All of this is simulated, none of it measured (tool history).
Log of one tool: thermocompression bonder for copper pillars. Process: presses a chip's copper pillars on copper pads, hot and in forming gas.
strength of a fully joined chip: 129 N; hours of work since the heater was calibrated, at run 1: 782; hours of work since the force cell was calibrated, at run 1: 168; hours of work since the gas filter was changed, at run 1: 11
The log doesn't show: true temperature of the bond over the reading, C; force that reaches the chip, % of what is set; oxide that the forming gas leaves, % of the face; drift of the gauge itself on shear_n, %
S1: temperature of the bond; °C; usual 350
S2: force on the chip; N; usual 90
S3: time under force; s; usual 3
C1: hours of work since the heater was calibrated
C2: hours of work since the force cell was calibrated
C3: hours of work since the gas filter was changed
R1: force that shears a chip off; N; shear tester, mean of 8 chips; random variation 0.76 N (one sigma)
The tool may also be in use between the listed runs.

run 1 hour=0.0 | S1=350 S2=90 S3=3 | C1=782 C2=168 C3=11 | R1=58.1
run 2 hour=13.4 | S1=350 S2=90 S3=3 | C1=790 C2=176 C3=19 | R1=57.1
run 3 hour=35.2 | S1=366 S2=90 S3=3 | C1=803 C2=188 C3=32 | R1=66.9
run 4 hour=48.3 | S1=366 S2=90 S3=3 | C1=810 C2=196 C3=39 | R1=67.7
run 5 hour=63.8 | S1=366 S2=90 S3=3 | C1=819 C2=205 C3=48 | R1=68.4
run 6 hour=83.5 | S1=366 S2=90 S3=3 | C1=831 C2=216 C3=60 | R1=68.3
run 7 hour=105.2 | S1=366 S2=90 S3=3 | C1=843 C2=229 C3=72 | R1=66.8
run 8 hour=127.5 | S1=350 S2=90 S3=3 | C1=856 C2=242 C3=85 | R1=57.8
run 9 hour=141.8 | S1=350 S2=55 S3=3 | C1=864 C2=250 C3=93 | R1=35.8
run 10 hour=165.1 | S1=350 S2=55 S3=3 | C1=878 C2=264 C3=107 | R1=36.2
run 11 hour=183.9 | S1=376 S2=62 S3=8 | C1=889 C2=274 C3=118 | R1=77.3
run 12 hour=206.8 | S1=328 S2=61 S3=3 | C1=902 C2=288 C3=131 | R1=30.8
run 13 hour=217.2 | S1=352 S2=100 S3=4 | C1=908 C2=294 C3=137 | R1=72.3
run 14 hour=236.5 | S1=352 S2=100 S3=4 | C1=919 C2=305 C3=148 | R1=70.6
run 15 hour=248.6 | S1=352 S2=121 S3=7 | C1=926 C2=312 C3=155 | R1=95.7
run 16 hour=269.6 | S1=328 S2=74 S3=2 | C1=938 C2=324 C3=167 | R1=30.0

Forecast run 17:
run 17 hour=288.7 | S1=328 S2=74 S3=2 | C1=949 C2=335 C3=178 | R1=?

R1: 29.9 N
Without the tool's hidden state the same run would have given R1 30.0 N.
